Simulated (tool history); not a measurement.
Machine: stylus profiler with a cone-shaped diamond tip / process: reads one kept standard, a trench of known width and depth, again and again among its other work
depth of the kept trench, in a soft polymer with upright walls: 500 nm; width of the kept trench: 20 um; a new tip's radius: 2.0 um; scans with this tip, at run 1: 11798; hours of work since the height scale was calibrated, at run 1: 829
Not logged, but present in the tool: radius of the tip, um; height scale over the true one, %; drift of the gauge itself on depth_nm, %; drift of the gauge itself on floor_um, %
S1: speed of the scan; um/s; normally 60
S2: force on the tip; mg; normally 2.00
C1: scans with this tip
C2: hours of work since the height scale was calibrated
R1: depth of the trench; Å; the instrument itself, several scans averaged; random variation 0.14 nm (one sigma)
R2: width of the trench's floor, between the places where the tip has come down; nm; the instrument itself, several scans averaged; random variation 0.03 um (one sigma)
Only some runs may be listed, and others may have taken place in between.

Run 1, day 0.000: usual settings; C1 11798; C2 829. Result: R1 5034.0 Å, R2 16280 nm.
Run 2, day 1.729: usual settings; C1 12183; C2 856. Result: R1 5034.6 Å, R2 16360 nm.
Run 3, day 3.588: usual settings; C1 12597; C2 885. Result: R1 5035.2 Å, R2 16340 nm.
Run 4, day 4.946: usual settings; C1 12900; C2 907. Result: R1 5031.6 Å, R2 16320 nm.
Run 5, day 6.583: usual settings; C1 13265; C2 932. Result: R1 5033.5 Å, R2 16280 nm.
Run 6, day 8.442: usual settings but S2 4.98 mg; C1 13679; C2 961. Result: R1 5073.7 Å, R2 16400 nm.
Run 7, day 10.317: usual settings but S2 4.98 mg; C1 14098; C2 991. Result: R1 5071.5 Å, R2 16430 nm.
Run 8, day 11.800: usual settings; C1 14429; C2 1014. Result: R1 5031.2 Å, R2 16180 nm.
Run 9, day 13.400: usual settings; C1 14785; C2 1039. Result: R1 5030.2 Å, R2 16150 nm.
Run 10, day 15.383: usual settings; C1 15227; C2 1070. Result: R1 5030.2 Å, R2 16160 nm.
Run 11, day 17.392: usual settings; C1 15675; C2 1102. Result: R1 5029.9 Å, R2 16210 nm.
Run 12, day 19.312: usual settings; C1 16103; C2 1132. Result: R1 5030.3 Å, R2 16130 nm.
Run 13, day 20.646: usual settings; C1 16401; C2 1153. Result: R1 5031.5 Å, R2 16140 nm.
Run 14, day 21.933: usual settings; C1 16688; C2 1173. Result: R1 5028.1 Å, R2 16180 nm.
Run 15, day 23.508: usual settings; C1 17039; C2 1197. Result: R1 5025.4 Å, R2 16080 nm.
Run 16, day 25.279: usual settings but S1 225 um/s; C1 17433; C2 1225. Result: R1 5027.3 Å, R2 14950 nm.
Run 17, day 27.121: usual settings; C1 17844; C2 1254. Result: R1 5025.7 Å, R2 16070 nm.
Run 18, day 28.692: usual settings; C1 18195; C2 1279. Result: R1 5026.4 Å, R2 16070 nm.
Run 19, day 30.721: usual settings; C1 18646; C2 1310. Result: R1 5025.2 Å, R2 16060 nm.
Run 20, day 32.688: usual settings; C1 19085; C2 1341. Result: R1 5025.2 Å, R2 16030 nm.
Run 21, day 34.562: usual settings; C1 19504; C2 1371. Result: R1 5026.0 Å, R2 15970 nm.
Run 22, day 36.433: usual settings but S1 82 um/s, S2 1.61 mg; C1 19920; C2 1400. Result: R1 5020.8 Å, R2 15740 nm.
Run 23, day 38.683: usual settings but S1 82 um/s, S2 1.61 mg; C1 20422; C2 1435. Result: R1 5017.8 Å, R2 15690 nm.
Run 24, day 39.967: usual settings but S1 82 um/s, S2 1.61 mg; C1 20708; C2 1455. Result: R1 5017.0 Å, R2 15750 nm.
Run 25, day 40.917: usual settings but S1 101 um/s, S2 2.69 mg; C1 20920; C2 1470. Result: R1 5032.3 Å, R2 15750 nm.
Run 26, day 43.025: usual settings but S1 38 um/s, S2 2.69 mg; C1 21390; C2 1503. Result: R1 5032.3 Å, R2 16130 nm.
Run 27, day 45.188: usual settings but S1 170 um/s, S2 5.23 mg; C1 21872; C2 1537. Result: R1 5066.5 Å, R2 15570 nm.
Run 28, day 46.992: usual settings but S1 113 um/s, S2 0.76 mg; C1 22275; C2 1565. Result: R1 5000.0 Å, R2 15040 nm.
Run 29, day 48.800: usual settings but S1 91 um/s, S2 3.19 mg; C1 22677; C2 1594. Result: R1 5036.1 Å, R2 15800 nm.
Run 30, day 50.504: usual settings but S1 115 um/s, S2 4.00 mg; C1 23058; C2 1620. Result: R1 5050.9 Å, R2 15710 nm.
Run 31, day 52.079: usual settings but S1 115 um/s, S2 4.00 mg; C1 23408; C2 1645. Result: R1 5048.0 Å, R2 15720 nm.
Run 32, day 54.288: usual settings but S1 20 um/s, S2 0.70 mg; C1 23901; C2 1680. Result: R1 4996.0 Å, R2 16020 nm.
Run 33, day 55.721: usual settings but S1 25 um/s, S2 1.41 mg; C1 24221; C2 1702. Result: R1 5008.2 Å, R2 16010 nm.
Run 34, day 57.771: usual settings but S1 25 um/s, S2 1.41 mg; C1 24677; C2 1734. Result: R1 5010.7 Å, R2 15970 nm.
Run 35, day 59.408: usual settings but S1 81 um/s, S2 2.04 mg; C1 25043; C2 1760. Result: R1 5019.4 Å, R2 15690 nm.
Run 36, day 60.454: usual settings but S1 17 um/s, S2 1.36 mg; C1 25276; C2 1776. Result: R1 5006.8 Å, R2 15990 nm.
Run 37, day 62.404: usual settings but S1 97 um/s, S2 5.45 mg; C1 25711; C2 1807. Result: R1 5064.1 Å, R2 15780 nm.
Run 38, day 63.662: usual settings but S1 34 um/s, S2 0.67 mg; C1 25991; C2 1826. Result: R1 4991.7 Å, R2 15750 nm.
Run 39, day 65.212: usual settings but S1 80 um/s, S2 2.84 mg; C1 26337; C2 1851. Result: R1 5029.5 Å, R2 15700 nm.
Run 40, day 66.733: usual settings but S1 80 um/s, S2 2.84 mg; C1 26676; C2 1875. Result: R1 5029.6 Å, R2 15650 nm.
Run 41, day 68.842: usual settings but S1 36 um/s, S2 0.76 mg; C1 27146; C2 1908. Result: R1 4991.4 Å, R2 15700 nm.

For each run, the measured value with the value that run would have given without the tool's hidden condition subtracted. The run-to-run variation is shared by both, the gauge scatter possibly not:
run     R1     R2
  1  -14.4   -590
  2  -14.9   -620
  3  -15.4   -640
  4  -15.7   -650
  5  -16.2   -660
  6  -16.7   -680
  7  -17.2   -700
  8  -17.5   -720
  9  -17.9   -730
 10  -18.4   -750
 11  -18.9   -770
 12  -19.4   -790
 13  -19.8   -800
 14  -20.1   -810
 15  -20.5   -830
 16  -21.0   -840
 17  -21.5   -860
 18  -21.9   -870
 19  -22.4   -900
 20  -22.9   -920
 21  -23.4   -930
 22  -23.8   -950
 23  -24.5   -970
 24  -24.8   -980
 25  -25.1   -990
 26  -25.7  -1010
 27  -26.5  -1030
 28  -26.5  -1050
 29  -27.3  -1060
 30  -27.8  -1070
 31  -28.2  -1090
 32  -28.4  -1110
 33  -28.9  -1120
 34  -29.4  -1150
 35  -29.9  -1160
 36  -30.1  -1170
 37  -30.9  -1190
 38  -30.8  -1200
 39  -31.4  -1200
 40  -31.9  -1220
 41  -32.2  -1240

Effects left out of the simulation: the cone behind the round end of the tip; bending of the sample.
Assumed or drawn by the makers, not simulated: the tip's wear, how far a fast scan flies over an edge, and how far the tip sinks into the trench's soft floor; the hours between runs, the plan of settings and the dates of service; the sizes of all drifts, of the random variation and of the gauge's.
